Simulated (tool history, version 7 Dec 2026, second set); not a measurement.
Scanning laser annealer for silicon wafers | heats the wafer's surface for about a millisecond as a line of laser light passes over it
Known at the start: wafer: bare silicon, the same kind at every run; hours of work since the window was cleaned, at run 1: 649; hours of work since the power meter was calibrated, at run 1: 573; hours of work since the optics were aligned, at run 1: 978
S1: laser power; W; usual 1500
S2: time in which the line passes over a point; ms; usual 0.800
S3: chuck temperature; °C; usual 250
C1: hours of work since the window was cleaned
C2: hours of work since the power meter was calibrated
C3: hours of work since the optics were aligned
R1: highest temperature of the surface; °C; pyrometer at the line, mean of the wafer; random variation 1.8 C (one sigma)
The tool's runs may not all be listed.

run	hour	S1	S2	S3	C1	C2	C3	R1
1	0.0	1500	0.800	250	649	573	978	1032
2	26.2	1500	0.800	250	664	588	994	1025
3	51.4	1500	0.800	250	679	603	1009	1029
4	76.5	1500	0.746	250	694	618	1023	999
# hour 86.7: window over the wafer cleaned
5	98.7	1500	0.746	250	7	630	1035	1037
6	124.7	1500	0.800	229	22	645	1051	1045
7	149.5	1500	0.800	229	37	660	1065	1042
8	174.5	1500	0.628	229	52	674	1080	948
9	200.0	1500	0.628	229	67	689	1095	950
10	222.6	1500	0.628	229	80	703	1108	946
11	242.5	1643	0.628	229	92	714	1120	1020
12	257.6	1643	0.628	229	101	723	1129	1018
13	269.9	1540	0.800	250	108	730	1136	1081
14	295.1	1500	0.800	254	123	745	1151	1061
15	316.9	1550	0.996	261	136	758	1164	1192
16	330.5	1302	0.952	250	144	766	1172	1002
17	360.6	1482	0.800	247	161	784	1190	1041
18	381.5	1500	0.944	228	174	796	1202	1100
19	400.1	1646	0.944	217	185	807	1213	1182
20	419.7	1605	0.721	250	196	819	1224	1071
21	433.5	1605	0.624	250	204	827	1233	1011
22	452.7	1605	0.624	250	216	838	1244	1010
23	473.0	1577	0.624	262	228	850	1256	1010
24	489.2	1358	0.800	250	237	860	1265	967

Hidden state or all else? Some run-to-run changes of R1, split into what the settings, what came in and random variation would give without the hidden state, and what is left for the hidden state (with any gauge scatter that isn't in both results):
The hidden state here: light that passes the window, % of a clean one's; laser's true power over the reading, %; width of the line over the set one, %; drift of the gauge itself on peak_c, C.
Run 4 -> 5: window over the wafer cleaned. R1 +38 °C: hidden state +36, all else +2.
Run 14 -> 15: S1 1500 -> 1550, S2 0.800 -> 0.996, S3 254 -> 261. R1 +131 °C: hidden state -3, all else +134.
Run 15 -> 16: S1 1550 -> 1302, S2 0.996 -> 0.952, S3 261 -> 250. R1 -190 °C: hidden state +3, all else -193.
